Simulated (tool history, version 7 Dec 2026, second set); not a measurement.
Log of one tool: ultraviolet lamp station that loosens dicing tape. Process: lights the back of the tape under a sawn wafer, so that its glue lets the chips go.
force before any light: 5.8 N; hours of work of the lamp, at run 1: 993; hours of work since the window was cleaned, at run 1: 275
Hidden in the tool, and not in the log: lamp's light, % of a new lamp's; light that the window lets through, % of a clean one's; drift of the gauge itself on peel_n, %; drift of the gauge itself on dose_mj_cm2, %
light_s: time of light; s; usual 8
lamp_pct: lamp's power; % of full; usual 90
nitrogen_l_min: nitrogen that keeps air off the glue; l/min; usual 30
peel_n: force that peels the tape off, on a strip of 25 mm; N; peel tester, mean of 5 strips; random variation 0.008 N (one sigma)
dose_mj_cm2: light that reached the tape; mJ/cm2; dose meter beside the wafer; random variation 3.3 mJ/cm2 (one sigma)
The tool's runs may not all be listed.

| run | hour | light_s | lamp_pct | nitrogen_l_min | hours of work of the lamp | hours of work since the window was cleaned | peel_n | dose_mj_cm2 |
|---|---|---|---|---|---|---|---|---|
| 1 | 0.0 | 8 | 90 | 30 | 993 | 275 | 0.540 | 393 |
| 2 | 46.2 | 8 | 90 | 30 | 1020 | 303 | 0.568 | 390 |
| 3 | 65.2 | 8 | 90 | 30 | 1032 | 314 | 0.577 | 385 |
| 4 | 98.2 | 8 | 90 | 30 | 1052 | 334 | 0.595 | 384 |
| 5 | 127.8 | 8 | 97 | 30 | 1069 | 352 | 0.516 | 410 |
| 6 | 173.1 | 5 | 90 | 30 | 1097 | 379 | 1.335 | 233 |
| 7 | 196.3 | 8 | 90 | 30 | 1111 | 393 | 0.634 | 372 |
| 8 | 221.9 | 8 | 90 | 30 | 1126 | 409 | 0.639 | 375 |
| 9 | 251.0 | 8 | 90 | 30 | 1143 | 426 | 0.644 | 364 |
| 10 | 277.7 | 8 | 60 | 9 | 1159 | 442 | 2.241 | 238 |
| 11 | 321.2 | 8 | 60 | 9 | 1186 | 468 | 2.280 | 241 |
| 12 | 350.7 | 13 | 60 | 9 | 1203 | 486 | 1.312 | 388 |
|  | 375.9 | window cleaned of glue's vapour |
| 13 | 380.6 | 4 | 61 | 9 | 1221 | 3 | 3.320 | 136 |
| 14 | 417.5 | 8 | 98 | 23 | 1243 | 25 | 0.591 | 436 |
| 15 | 456.9 | 8 | 98 | 15 | 1267 | 49 | 0.773 | 431 |
| 16 | 478.7 | 8 | 98 | 15 | 1280 | 62 | 0.819 | 426 |

Hidden state or all else? Some run-to-run changes of peel_n, split into what the settings, what came in and random variation would give without the hidden state, and what is left for the hidden state (with any gauge scatter that isn't in both results):
Run 9 -> 10: lamp_pct 90 -> 60, nitrogen_l_min 30 -> 9. peel_n +1.597 N: hidden state +0.440, all else +1.157.
Run 13 -> 14: light_s 4 -> 8, lamp_pct 61 -> 98, nitrogen_l_min 9 -> 23. peel_n -2.729 N: hidden state -0.263, all else -2.466.

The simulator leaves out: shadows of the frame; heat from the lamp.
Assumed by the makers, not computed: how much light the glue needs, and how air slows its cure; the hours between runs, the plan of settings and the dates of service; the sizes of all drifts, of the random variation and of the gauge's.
